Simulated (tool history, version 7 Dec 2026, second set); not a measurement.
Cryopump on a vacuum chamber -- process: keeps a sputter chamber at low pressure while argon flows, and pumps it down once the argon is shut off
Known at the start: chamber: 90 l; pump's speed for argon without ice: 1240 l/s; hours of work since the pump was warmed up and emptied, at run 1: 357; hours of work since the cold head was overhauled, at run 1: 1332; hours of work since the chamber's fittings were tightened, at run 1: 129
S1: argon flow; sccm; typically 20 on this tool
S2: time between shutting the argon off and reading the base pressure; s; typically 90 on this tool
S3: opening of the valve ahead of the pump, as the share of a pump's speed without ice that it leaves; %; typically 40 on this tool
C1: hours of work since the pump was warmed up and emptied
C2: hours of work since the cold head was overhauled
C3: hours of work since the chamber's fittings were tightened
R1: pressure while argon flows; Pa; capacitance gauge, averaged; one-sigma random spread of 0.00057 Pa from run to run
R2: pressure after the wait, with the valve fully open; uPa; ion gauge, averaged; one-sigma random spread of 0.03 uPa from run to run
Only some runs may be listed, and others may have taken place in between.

| run | day | S1 | S2 | S3 | C1 | C2 | C3 | R1 | R2 |
|---|---|---|---|---|---|---|---|---|---|
| 1 | 0.000 | 20 | 90 | 40 | 357 | 1332 | 129 | 0.0722 | 1.71 |
| 2 | 1.242 | 20 | 90 | 40 | 384 | 1358 | 156 | 0.0723 | 1.77 |
| 3 | 2.250 | 20 | 90 | 40 | 405 | 1379 | 177 | 0.0723 | 1.83 |
| 4 | 3.067 | 20 | 90 | 45 | 422 | 1396 | 194 | 0.0642 | 1.84 |
| 5 | 3.888 | 20 | 90 | 45 | 439 | 1413 | 211 | 0.0644 | 1.85 |
| 6 | 5.471 | 20 | 90 | 40 | 472 | 1446 | 244 | 0.0719 | 1.88 |
| 7 | 6.583 | 20 | 90 | 40 | 495 | 1469 | 267 | 0.0728 | 1.93 |
| 8 | 7.838 | 20 | 90 | 50 | 522 | 1496 | 294 | 0.0593 | 1.99 |
| 9 | 8.696 | 20 | 90 | 33 | 540 | 1514 | 312 | 0.0876 | 2.03 |
| 10 | 9.550 | 20 | 90 | 33 | 557 | 1532 | 329 | 0.0874 | 2.06 |
| 11 | 11.096 | 20 | 90 | 42 | 590 | 1564 | 362 | 0.0690 | 2.14 |
| 12 | 11.933 | 30 | 90 | 40 | 607 | 1581 | 379 | 0.1096 | 2.08 |
| 13 | 12.946 | 20 | 90 | 34 | 629 | 1603 | 401 | 0.0858 | 2.13 |
| 14 | 13.746 | 20 | 90 | 34 | 645 | 1619 | 417 | 0.0863 | 2.19 |
| 15 | 14.512 | 20 | 90 | 43 | 661 | 1635 | 433 | 0.0687 | 2.29 |
| 16 | 15.967 | 20 | 90 | 43 | 692 | 1666 | 464 | 0.0692 | 2.28 |
| 17 | 17.400 | 20 | 90 | 43 | 722 | 1696 | 494 | 0.0687 | 2.32 |
| 18 | 18.696 | 20 | 90 | 43 | 749 | 1723 | 521 | 0.0706 | 2.41 |
| 19 | 19.788 | 20 | 268 | 48 | 772 | 1746 | 544 | 0.0633 | 1.55 |
| 20 | 21.254 | 9 | 23 | 48 | 802 | 1777 | 574 | 0.0291 | 6.19 |
| 21 | 22.500 | 20 | 272 | 23 | 829 | 1803 | 601 | 0.1260 | 1.69 |
| 22 | 23.375 | 12 | 90 | 34 | 847 | 1821 | 619 | 0.0516 | 2.63 |
| 23 | 24.412 | 16 | 215 | 40 | 869 | 1843 | 641 | 0.0605 | 1.87 |
| 24 | 25.267 | 14 | 109 | 32 | 886 | 1861 | 658 | 0.0640 | 2.47 |
| 25 | 26.038 | 16 | 41 | 24 | 903 | 1877 | 675 | 0.0979 | 4.30 |
| 26 | 26.904 | 20 | 175 | 25 | 921 | 1895 | 693 | 0.1179 | 2.13 |
| 27 | 28.392 | 20 | 182 | 23 | 952 | 1926 | 724 | 0.1294 | 2.20 |
|  | 29.329 | pump warmed up, emptied and cooled again |
| 28 | 29.329 | 14 | 33 | 27 | 0 | 1941 | 739 | 0.0711 | 4.58 |
| 29 | 30.183 | 14 | 33 | 27 | 18 | 1959 | 757 | 0.0699 | 4.74 |
| 30 | 31.038 | 20 | 143 | 50 | 36 | 1977 | 775 | 0.0547 | 2.05 |
| 31 | 31.946 | 27 | 143 | 19 | 55 | 1996 | 794 | 0.1942 | 2.16 |
| 32 | 33.271 | 27 | 143 | 19 | 83 | 2024 | 822 | 0.1960 | 2.14 |
| 33 | 34.608 | 8 | 26 | 24 | 111 | 2052 | 850 | 0.0459 | 5.94 |
| 34 | 36.142 | 8 | 26 | 24 | 143 | 2084 | 882 | 0.0462 | 5.89 |
| 35 | 37.762 | 8 | 26 | 24 | 177 | 2118 | 916 | 0.0457 | 5.87 |

Branching from run 35: 3 alternative next runs. What would each branch give?
| A | 38.862 | 8 | 64 | 34 | 200 | 2141 | 939 | ? | ? |
| B | 38.862 | 8 | 97 | 43 | 200 | 2141 | 939 | ? | ? |
| C | 38.862 | 17 | 283 | 23 | 200 | 2141 | 939 | ? | ? |

| run | R1 | R2 |
|---|---|---|
| A | 0.0319 | 3.37 |
| B | 0.0263 | 2.74 |
| C | 0.1021 | 1.98 |
With no hidden state in the tool, these same runs would have given:
| run | R1 | R2 |
|---|---|---|
| A | 0.0311 | 2.05 |
| B | 0.0255 | 1.42 |
| C | 0.1003 | 0.68 |
